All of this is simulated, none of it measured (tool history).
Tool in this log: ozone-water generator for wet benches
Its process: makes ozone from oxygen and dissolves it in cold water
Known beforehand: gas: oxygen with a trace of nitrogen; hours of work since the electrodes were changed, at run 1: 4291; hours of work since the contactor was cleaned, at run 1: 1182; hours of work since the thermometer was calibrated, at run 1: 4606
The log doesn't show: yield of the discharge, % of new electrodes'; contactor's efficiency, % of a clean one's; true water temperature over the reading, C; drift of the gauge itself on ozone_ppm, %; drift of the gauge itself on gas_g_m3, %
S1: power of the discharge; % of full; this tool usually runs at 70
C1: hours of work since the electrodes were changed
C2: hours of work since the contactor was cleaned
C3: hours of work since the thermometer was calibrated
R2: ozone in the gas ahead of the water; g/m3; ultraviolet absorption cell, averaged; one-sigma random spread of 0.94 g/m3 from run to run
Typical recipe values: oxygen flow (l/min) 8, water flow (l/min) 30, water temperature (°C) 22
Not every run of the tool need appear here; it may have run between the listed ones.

{"run": 1, "hour": 0.0, "S1": 70, "oxygen flow (l/min)": 8, "water flow (l/min)": 30, "water temperature (°C)": 22, "C1": 4291, "C2": 1182, "C3": 4606, "dissolved ozone (ppm)": 13.9, "R2": 129.7}
{"run": 2, "hour": 109.9, "S1": 70, "oxygen flow (l/min)": 8, "water flow (l/min)": 43, "water temperature (°C)": 22, "C1": 4379, "C2": 1271, "C3": 4695, "dissolved ozone (ppm)": 10.1, "R2": 128.1}
{"run": 3, "hour": 194.1, "S1": 70, "oxygen flow (l/min)": 10.44, "water flow (l/min)": 30, "water temperature (°C)": 22, "C1": 4447, "C2": 1339, "C3": 4763, "dissolved ozone (ppm)": 14.2, "R2": 116}
{"run": 4, "hour": 330.9, "S1": 70, "oxygen flow (l/min)": 10.44, "water flow (l/min)": 30, "water temperature (°C)": 22, "C1": 4558, "C2": 1449, "C3": 4873, "dissolved ozone (ppm)": 14, "R2": 116.5}
{"hour": 345.6, "done": "contactor cleaned"}
{"run": 5, "hour": 395.0, "S1": 70, "oxygen flow (l/min)": 10.44, "water flow (l/min)": 30, "water temperature (°C)": 22, "C1": 4606, "C2": 40, "C3": 4922, "dissolved ozone (ppm)": 13.9, "R2": 116.2}
{"run": 6, "hour": 467.5, "S1": 70, "oxygen flow (l/min)": 8, "water flow (l/min)": 30, "water temperature (°C)": 22, "C1": 4665, "C2": 98, "C3": 4980, "dissolved ozone (ppm)": 13.4, "R2": 126.8}
{"run": 7, "hour": 606.1, "S1": 70, "oxygen flow (l/min)": 8, "water flow (l/min)": 30, "water temperature (°C)": 16, "C1": 4776, "C2": 210, "C3": 5092, "dissolved ozone (ppm)": 14.8, "R2": 125}
{"run": 8, "hour": 722.7, "S1": 96, "oxygen flow (l/min)": 4.76, "water flow (l/min)": 18, "water temperature (°C)": 24, "C1": 4870, "C2": 304, "C3": 5186, "dissolved ozone (ppm)": 19.9, "R2": 172.8}
{"run": 9, "hour": 829.3, "S1": 70, "oxygen flow (l/min)": 8, "water flow (l/min)": 46, "water temperature (°C)": 20, "C1": 4957, "C2": 390, "C3": 5272, "dissolved ozone (ppm)": 9.3, "R2": 123.9}
{"run": 10, "hour": 889.2, "S1": 52, "oxygen flow (l/min)": 13.53, "water flow (l/min)": 43, "water temperature (°C)": 21, "C1": 5005, "C2": 439, "C3": 5321, "dissolved ozone (ppm)": 9.5, "R2": 91.5}
{"run": 11, "hour": 995.5, "S1": 59, "oxygen flow (l/min)": 8, "water flow (l/min)": 22, "water temperature (°C)": 24, "C1": 5091, "C2": 524, "C3": 5406, "dissolved ozone (ppm)": 14.5, "R2": 114.5}
{"hour": 1017.8, "done": "contactor cleaned, once more"}
{"run": 12, "hour": 1125.9, "S1": 72, "oxygen flow (l/min)": 5.3, "water flow (l/min)": 31, "water temperature (°C)": 22, "C1": 5193, "C2": 87, "C3": 5508, "dissolved ozone (ppm)": 12.1, "R2": 143.3}
{"hour": 1210.2, "done": "water thermometer calibrated"}
{"run": 13, "hour": 1210.6, "S1": 72, "oxygen flow (l/min)": 5.3, "water flow (l/min)": 31, "water temperature (°C)": 22, "C1": 5261, "C2": 155, "C3": 0, "dissolved ozone (ppm)": 12, "R2": 142.5}

Forecast each of these 3 alternatives for the next run:
{"run": "A", "hour": 1336.1, "S1": 72, "oxygen flow (l/min)": 5.3, "water flow (l/min)": 25, "water temperature (°C)": 22, "C1": 5362, "C2": 256, "C3": 102, "dissolved ozone (ppm)": "?", "R2": "?"}
{"run": "B", "hour": 1336.1, "S1": 72, "oxygen flow (l/min)": 5.3, "water flow (l/min)": 41, "water temperature (°C)": 22, "C1": 5362, "C2": 256, "C3": 102, "dissolved ozone (ppm)": "?", "R2": "?"}
{"run": "C", "hour": 1336.1, "S1": 72, "oxygen flow (l/min)": 5.3, "water flow (l/min)": 31, "water temperature (°C)": 20, "C1": 5362, "C2": 256, "C3": 102, "dissolved ozone (ppm)": "?", "R2": "?"}

run=A dissolved_ozone_(ppm)=14.3 R2=143.3
run=B dissolved_ozone_(ppm)=9.1 R2=142
run=C dissolved_ozone_(ppm)=12.4 R2=141.9
With no hidden state in the tool, these same runs would have given:
run=A dissolved_ozone_(ppm)=18.9 R2=188.7
run=B dissolved_ozone_(ppm)=12.1 R2=186.8
run=C dissolved_ozone_(ppm)=16.3 R2=186.9
